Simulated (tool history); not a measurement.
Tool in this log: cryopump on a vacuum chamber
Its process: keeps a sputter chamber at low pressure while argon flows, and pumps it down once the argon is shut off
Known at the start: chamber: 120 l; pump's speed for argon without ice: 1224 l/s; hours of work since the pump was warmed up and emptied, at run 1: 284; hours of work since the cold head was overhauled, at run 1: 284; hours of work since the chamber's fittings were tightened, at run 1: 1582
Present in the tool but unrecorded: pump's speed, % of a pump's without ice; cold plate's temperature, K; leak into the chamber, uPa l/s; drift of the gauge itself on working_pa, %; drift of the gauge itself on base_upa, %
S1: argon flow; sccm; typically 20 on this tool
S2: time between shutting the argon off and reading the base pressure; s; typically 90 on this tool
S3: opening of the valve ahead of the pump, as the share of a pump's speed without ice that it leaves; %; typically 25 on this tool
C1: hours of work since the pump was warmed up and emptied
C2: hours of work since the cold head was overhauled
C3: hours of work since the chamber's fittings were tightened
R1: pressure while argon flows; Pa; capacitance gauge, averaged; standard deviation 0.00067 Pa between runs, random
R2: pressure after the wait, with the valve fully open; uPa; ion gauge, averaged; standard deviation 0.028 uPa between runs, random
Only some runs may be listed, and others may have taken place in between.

| run | hour | S1 | S2 | S3 | C1 | C2 | C3 | R1 | R2 |
|---|---|---|---|---|---|---|---|---|---|
| 1 | 0 | 20 | 90 | 25 | 284 | 284 | 1582 | 0.1128 | 1.84 |
| 2 | 17.8 | 20 | 90 | 25 | 292 | 292 | 1590 | 0.1125 | 1.86 |
| 3 | 29.2 | 20 | 90 | 25 | 297 | 297 | 1594 | 0.1126 | 1.85 |
| 4 | 44.9 | 20 | 90 | 25 | 303 | 303 | 1601 | 0.1124 | 1.88 |
| 5 | 61 | 20 | 90 | 25 | 310 | 310 | 1608 | 0.1125 | 1.87 |
| 6 | 71.7 | 20 | 90 | 42 | 314 | 314 | 1612 | 0.0681 | 1.89 |
| 7 | 83 | 20 | 90 | 42 | 319 | 319 | 1617 | 0.0666 | 1.82 |
| 8 | 98.5 | 20 | 90 | 42 | 326 | 326 | 1623 | 0.0671 | 1.85 |
| 9 | 110.7 | 11 | 90 | 25 | 331 | 331 | 1628 | 0.0627 | 1.91 |
| 10 | 130.9 | 11 | 90 | 25 | 339 | 339 | 1637 | 0.0623 | 1.86 |
| 11 | 141.1 | 11 | 90 | 25 | 343 | 343 | 1641 | 0.0613 | 1.86 |
| 12 | 161.2 | 11 | 90 | 25 | 352 | 352 | 1650 | 0.062 | 1.91 |
| 13 | 173.7 | 20 | 24 | 25 | 357 | 357 | 1655 | 0.1125 | 4.9 |
| 14 | 190.9 | 20 | 24 | 25 | 364 | 364 | 1662 | 0.1107 | 4.92 |
| 15 | 201.6 | 20 | 90 | 25 | 369 | 369 | 1666 | 0.1118 | 1.87 |
| 16 | 217.2 | 20 | 90 | 25 | 375 | 375 | 1673 | 0.1135 | 1.93 |
| 17 | 229.6 | 21 | 90 | 25 | 380 | 380 | 1678 | 0.1189 | 1.92 |
| 18 | 250 | 20 | 90 | 43 | 389 | 389 | 1687 | 0.0663 | 1.97 |
| 19 | 267.8 | 8 | 28 | 17 | 396 | 396 | 1694 | 0.0659 | 4.36 |
| 20 | 276.6 | 14 | 127 | 25 | 400 | 400 | 1698 | 0.0796 | 1.61 |
| 21 | 285.6 | 10 | 80 | 46 | 404 | 404 | 1701 | 0.0317 | 2.11 |
| 22 | 304.7 | 27 | 90 | 52 | 412 | 412 | 1709 | 0.0757 | 1.86 |
| 23 | 316.4 | 27 | 90 | 52 | 417 | 417 | 1714 | 0.0747 | 1.91 |
| 24 | 336.1 | 11 | 90 | 47 | 425 | 425 | 1723 | 0.0331 | 1.88 |
| 25 | 345.4 | 28 | 90 | 44 | 429 | 429 | 1726 | 0.0921 | 1.93 |
| 26 | 361.4 | 28 | 90 | 19 | 435 | 435 | 1733 | 0.2069 | 1.94 |
| 27 | 375 | 28 | 90 | 19 | 441 | 441 | 1739 | 0.2076 | 1.93 |
| 28 | 388.9 | 20 | 216 | 25 | 447 | 447 | 1745 | 0.1127 | 1.33 |
| 29 | 410.2 | 20 | 216 | 25 | 456 | 456 | 1753 | 0.1139 | 1.32 |
| 30 | 430.2 | 20 | 216 | 25 | 464 | 464 | 1762 | 0.114 | 1.3 |

Branching from run 30: 5 alternative next runs. What would each branch give?
| A | 445.1 | 20 | 90 | 23 | 470 | 470 | 1768 | ? | ? |
| B | 445.1 | 17 | 29 | 27 | 470 | 470 | 1768 | ? | ? |
| C | 445.1 | 17 | 216 | 25 | 470 | 470 | 1768 | ? | ? |
| D | 445.1 | 29 | 45 | 29 | 470 | 470 | 1768 | ? | ? |
| E | 445.1 | 31 | 68 | 52 | 470 | 470 | 1768 | ? | ? |

| run | R1 | R2 |
|---|---|---|
| A | 0.1229 | 1.99 |
| B | 0.0899 | 4.17 |
| C | 0.096 | 1.36 |
| D | 0.1416 | 2.98 |
| E | 0.0874 | 2.29 |
Had the tool no hidden state, the same runs would have come out as:
| run | R1 | R2 |
|---|---|---|
| A | 0.1199 | 1.34 |
| B | 0.0873 | 3.52 |
| C | 0.0934 | 0.7 |
| D | 0.1373 | 2.34 |
| E | 0.0828 | 1.64 |
